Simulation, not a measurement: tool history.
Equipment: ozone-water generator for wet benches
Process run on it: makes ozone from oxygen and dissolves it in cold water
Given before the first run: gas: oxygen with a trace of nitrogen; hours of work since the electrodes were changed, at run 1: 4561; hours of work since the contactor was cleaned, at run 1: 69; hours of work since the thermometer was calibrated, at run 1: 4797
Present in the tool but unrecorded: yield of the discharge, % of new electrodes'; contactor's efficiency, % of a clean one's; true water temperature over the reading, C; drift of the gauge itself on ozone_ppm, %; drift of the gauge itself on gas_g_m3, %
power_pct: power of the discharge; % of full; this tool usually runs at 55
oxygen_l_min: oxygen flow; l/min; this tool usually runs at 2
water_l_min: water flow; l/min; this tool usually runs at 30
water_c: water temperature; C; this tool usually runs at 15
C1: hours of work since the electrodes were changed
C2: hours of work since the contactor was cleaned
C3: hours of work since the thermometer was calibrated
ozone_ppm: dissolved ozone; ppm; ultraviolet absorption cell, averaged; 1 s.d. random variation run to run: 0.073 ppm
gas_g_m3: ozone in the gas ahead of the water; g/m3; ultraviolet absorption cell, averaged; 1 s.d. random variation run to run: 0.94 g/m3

run 1 hour=0 | power_pct=55 oxygen_l_min=2 water_l_min=30 water_c=15 | C1=4561 C2=69 C3=4797 | ozone_ppm=6.41 gas_g_m3=144.9
run 2 hour=94.3 | power_pct=55 oxygen_l_min=2 water_l_min=30 water_c=15 | C1=4641 C2=149 C3=4877 | ozone_ppm=6.43 gas_g_m3=143.8
run 3 hour=164.3 | power_pct=55 oxygen_l_min=1.99 water_l_min=30 water_c=15 | C1=4700 C2=209 C3=4937 | ozone_ppm=6.36 gas_g_m3=143.3
run 4 hour=245.8 | power_pct=55 oxygen_l_min=1.99 water_l_min=30 water_c=15 | C1=4769 C2=278 C3=5006 | ozone_ppm=6.41 gas_g_m3=144.1
-- hour=279.5 water thermometer calibrated
run 5 hour=373.6 | power_pct=55 oxygen_l_min=1.99 water_l_min=30 water_c=15 | C1=4877 C2=386 C3=80 | ozone_ppm=6.54 gas_g_m3=141.8
run 6 hour=490.2 | power_pct=55 oxygen_l_min=1.99 water_l_min=30 water_c=15 | C1=4976 C2=485 C3=179 | ozone_ppm=6.43 gas_g_m3=142.8
run 7 hour=578.7 | power_pct=99 oxygen_l_min=2 water_l_min=30 water_c=15 | C1=5051 C2=560 C3=254 | ozone_ppm=8.58 gas_g_m3=187.1
run 8 hour=722 | power_pct=55 oxygen_l_min=2 water_l_min=30 water_c=15 | C1=5173 C2=681 C3=375 | ozone_ppm=6.37 gas_g_m3=141.6
run 9 hour=829.9 | power_pct=55 oxygen_l_min=2 water_l_min=30 water_c=15 | C1=5264 C2=773 C3=467 | ozone_ppm=6.41 gas_g_m3=142
-- hour=891.2 electrodes of the discharge changed
run 10 hour=902.6 | power_pct=55 oxygen_l_min=2 water_l_min=30 water_c=15 | C1=10 C2=829 C3=523 | ozone_ppm=7.09 gas_g_m3=159.5
run 11 hour=1055.7 | power_pct=55 oxygen_l_min=2 water_l_min=30 water_c=15 | C1=140 C2=959 C3=653 | ozone_ppm=7.07 gas_g_m3=159.8
run 12 hour=1167.3 | power_pct=55 oxygen_l_min=2 water_l_min=30 water_c=15 | C1=234 C2=1054 C3=748 | ozone_ppm=6.96 gas_g_m3=158.9
run 13 hour=1301.6 | power_pct=55 oxygen_l_min=2 water_l_min=30 water_c=15 | C1=348 C2=1168 C3=862 | ozone_ppm=6.99 gas_g_m3=156.7
run 14 hour=1381.3 | power_pct=55 oxygen_l_min=2 water_l_min=30 water_c=15 | C1=416 C2=1235 C3=929 | ozone_ppm=6.95 gas_g_m3=157.2
run 15 hour=1516.5 | power_pct=55 oxygen_l_min=2 water_l_min=30 water_c=15 | C1=530 C2=1350 C3=1044 | ozone_ppm=6.99 gas_g_m3=158
run 16 hour=1625.7 | power_pct=55 oxygen_l_min=2 water_l_min=39 water_c=15 | C1=623 C2=1442 C3=1136 | ozone_ppm=5.15 gas_g_m3=157
run 17 hour=1757.9 | power_pct=55 oxygen_l_min=3.1 water_l_min=39 water_c=15 | C1=735 C2=1555 C3=1248 | ozone_ppm=5.52 gas_g_m3=116.3
run 18 hour=1913.8 | power_pct=93 oxygen_l_min=1.12 water_l_min=30 water_c=15 | C1=867 C2=1687 C3=1381 | ozone_ppm=8.23 gas_g_m3=307.9
run 19 hour=1988.2 | power_pct=64 oxygen_l_min=1.63 water_l_min=30 water_c=15 | C1=930 C2=1750 C3=1444 | ozone_ppm=7.12 gas_g_m3=195.2
run 20 hour=2139 | power_pct=40 oxygen_l_min=1.27 water_l_min=21 water_c=8 | C1=1058 C2=1878 C3=1572 | ozone_ppm=8.31 gas_g_m3=181.6
run 21 hour=2271.6 | power_pct=40 oxygen_l_min=1.27 water_l_min=21 water_c=8 | C1=1170 C2=1990 C3=1684 | ozone_ppm=8.27 gas_g_m3=178.8
run 22 hour=2366.4 | power_pct=45 oxygen_l_min=2 water_l_min=34 water_c=18 | C1=1251 C2=2071 C3=1764 | ozone_ppm=5.25 gas_g_m3=138.5
run 23 hour=2480.4 | power_pct=66 oxygen_l_min=2 water_l_min=24 water_c=15 | C1=1348 C2=2167 C3=1861 | ozone_ppm=9.46 gas_g_m3=170.7
run 24 hour=2567.7 | power_pct=66 oxygen_l_min=2 water_l_min=24 water_c=15 | C1=1422 C2=2241 C3=1935 | ozone_ppm=9.51 gas_g_m3=169.5
-- hour=2686.8 contactor cleaned
run 25 hour=2712.4 | power_pct=66 oxygen_l_min=2 water_l_min=24 water_c=15 | C1=1541 C2=22 C3=2054 | ozone_ppm=9.8 gas_g_m3=171.7
run 26 hour=2864 | power_pct=55 oxygen_l_min=1.02 water_l_min=30 water_c=15 | C1=1669 C2=150 C3=2183 | ozone_ppm=6.16 gas_g_m3=242.2
run 27 hour=2927.7 | power_pct=55 oxygen_l_min=1.73 water_l_min=44 water_c=14 | C1=1723 C2=204 C3=2237 | ozone_ppm=4.33 gas_g_m3=168.7
run 28 hour=3016 | power_pct=55 oxygen_l_min=1.73 water_l_min=44 water_c=14 | C1=1798 C2=279 C3=2312 | ozone_ppm=4.19 gas_g_m3=169.8
run 29 hour=3161.5 | power_pct=55 oxygen_l_min=1.73 water_l_min=44 water_c=14 | C1=1922 C2=403 C3=2435 | ozone_ppm=4.23 gas_g_m3=169.3
run 30 hour=3268.5 | power_pct=55 oxygen_l_min=2 water_l_min=34 water_c=10 | C1=2012 C2=493 C3=2526 | ozone_ppm=6.04 gas_g_m3=151.6
run 31 hour=3346.7 | power_pct=55 oxygen_l_min=1.32 water_l_min=30 water_c=15 | C1=2079 C2=560 C3=2592 | ozone_ppm=6.34 gas_g_m3=202.7
run 32 hour=3497.8 | power_pct=61 oxygen_l_min=1.54 water_l_min=40 water_c=11 | C1=2207 C2=688 C3=2720 | ozone_ppm=4.97 gas_g_m3=192.1

Had the tool no unlogged condition, and each run kept its random variation, what would the results have been?
run=1 ozone_ppm=7.15 gas_g_m3=160.4
run=2 ozone_ppm=7.19 gas_g_m3=159.5
run=3 ozone_ppm=7.13 gas_g_m3=159.3
run=4 ozone_ppm=7.19 gas_g_m3=160.3
run=5 ozone_ppm=7.32 gas_g_m3=158.4
run=6 ozone_ppm=7.24 gas_g_m3=159.8
run=7 ozone_ppm=10.07 gas_g_m3=218
run=8 ozone_ppm=7.23 gas_g_m3=159.3
run=9 ozone_ppm=7.29 gas_g_m3=160
run=10 ozone_ppm=7.19 gas_g_m3=159.7
run=11 ozone_ppm=7.2 gas_g_m3=160.5
run=12 ozone_ppm=7.11 gas_g_m3=159.9
run=13 ozone_ppm=7.17 gas_g_m3=158.1
run=14 ozone_ppm=7.14 gas_g_m3=158.9
run=15 ozone_ppm=7.21 gas_g_m3=160
run=16 ozone_ppm=5.36 gas_g_m3=159.4
run=17 ozone_ppm=5.76 gas_g_m3=118.3
run=18 ozone_ppm=8.65 gas_g_m3=316.2
run=19 ozone_ppm=7.48 gas_g_m3=199.9
run=20 ozone_ppm=8.63 gas_g_m3=185.2
run=21 ozone_ppm=8.63 gas_g_m3=182.8
run=22 ozone_ppm=5.55 gas_g_m3=142
run=23 ozone_ppm=10.04 gas_g_m3=176.7
run=24 ozone_ppm=10.12 gas_g_m3=175.8
run=25 ozone_ppm=10.23 gas_g_m3=178.6
run=26 ozone_ppm=6.43 gas_g_m3=251.6
run=27 ozone_ppm=4.53 gas_g_m3=175.5
run=28 ozone_ppm=4.41 gas_g_m3=176.9
run=29 ozone_ppm=4.47 gas_g_m3=176.9
run=30 ozone_ppm=6.39 gas_g_m3=158.7
run=31 ozone_ppm=6.72 gas_g_m3=212.5
run=32 ozone_ppm=5.31 gas_g_m3=202.6
